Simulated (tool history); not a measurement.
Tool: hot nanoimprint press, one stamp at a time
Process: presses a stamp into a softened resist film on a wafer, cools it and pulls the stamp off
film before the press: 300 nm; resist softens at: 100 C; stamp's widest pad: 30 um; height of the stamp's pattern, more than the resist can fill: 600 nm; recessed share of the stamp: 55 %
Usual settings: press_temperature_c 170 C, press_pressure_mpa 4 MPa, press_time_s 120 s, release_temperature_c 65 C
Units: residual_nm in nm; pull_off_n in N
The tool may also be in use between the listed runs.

run	hour	press_temperature_c	press_pressure_mpa	press_time_s	release_temperature_c	residual_nm	pull_off_n
1	0	170	4	120	65	175.5	248
2	6.1	170	4	120	65	175.4	238
3	12.6	170	3.15	120	65	188.2	238
4	20	162	4	120	65	232.1	239
5	24.2	162	4	120	65	231.1	240
6	32.1	162	4	120	65	234.9	239
7	37.8	162	4	120	65	233.4	241
8	42.9	170	4	120	65	175.7	241
9	48.3	170	4	120	65	173.6	246
10	53.1	179	4	120	65	113.2	247
11	60.5	179	4	120	65	114.6	244
12	64.3	179	4	120	65	114.5	244
13	71.2	170	4	120	65	176.9	242
14	76.8	170	4	120	65	173	237
15	83.8	170	4	120	65	174.4	244
16	89.8	170	4	120	65	174.3	247
# hour 93.4: plate thermocouple calibrated
17	100.7	174	5.84	72	63	154.7	255

Forecast run 18:
# hour 110.7: plate thermocouple calibrated, once more
18	111.8	170	2.68	72	65	?	?

residual_nm: 221.3 nm
pull_off_n: 244 N
Without the tool's hidden state the same run would have given residual_nm 221.1 nm, pull_off_n 185 N.

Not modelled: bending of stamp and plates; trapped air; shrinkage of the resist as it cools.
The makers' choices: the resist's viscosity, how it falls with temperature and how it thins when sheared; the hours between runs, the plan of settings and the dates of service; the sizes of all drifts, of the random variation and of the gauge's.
